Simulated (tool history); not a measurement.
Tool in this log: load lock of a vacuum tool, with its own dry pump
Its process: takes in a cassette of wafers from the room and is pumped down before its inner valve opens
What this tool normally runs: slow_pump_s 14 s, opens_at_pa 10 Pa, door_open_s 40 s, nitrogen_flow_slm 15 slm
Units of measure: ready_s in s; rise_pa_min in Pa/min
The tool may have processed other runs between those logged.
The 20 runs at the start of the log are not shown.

run	day	slow_pump_s	opens_at_pa	door_open_s	nitrogen_flow_slm	hours that the pump has run since its overhaul	times that the door has closed on its seal	incoming humidity of the room's air, %	ready_s	rise_pa_min
21	57.621	11	15	59	5	4503	10286	45.2	29.2	0.156
22	61.238	14	14	57	11	4590	10665	43.9	30.9	0.150
23	64.512	14	10	51	15	4668	11008	45.5	32.3	0.149
24	66.446	14	10	65	9	4715	11211	44.1	32.9	0.163
25	70.558	8	10	40	43	4813	11642	42.9	26.6	0.122
26	73.062	8	10	40	43	4873	11905	41.4	27.2	0.121
27	76.904	9	7	108	35	4966	12308	44.1	29.2	0.161
28	80.808	18	7	98	35	5059	12717	42.5	35.9	0.162
29	84.821	18	7	98	35	5156	13138	42.6	36.7	0.167
30	87.812	18	7	98	35	5227	13452	46.2	35.5	0.177
31	89.658	18	8	40	9	5272	13645	43.9	35.2	0.172
32	92.408	18	8	40	9	5338	13934	46.6	36.3	0.178
33	95.362	10	9	76	25	5409	14244	46.7	29.9	0.190
34	98.908	17	9	235	25	5494	14616	47.7	34.2	0.263
35	101.796	17	9	235	25	5563	14918	46.5	34.4	0.267
36	104.029	13	10	55	15	5617	15152	46.1	31.5	0.198

Branching from run 36: 4 alternative next runs. What would each branch give?
A	107.517	18	20	156	15	5700	15518	45.3	?	?
B	107.517	13	17	55	22	5700	15518	47.3	?	?
C	107.517	14	10	146	22	5700	15518	44.1	?	?
D	107.517	13	17	33	15	5700	15518	39.7	?	?

run	ready_s	rise_pa_min
A	33.3	0.253
B	30.3	0.198
C	32.3	0.242
D	30.8	0.181
With no hidden state in the tool, these same runs would have given:
run	ready_s	rise_pa_min
A	32.4	0.118
B	29.3	0.062
C	31.2	0.108
D	29.8	0.044
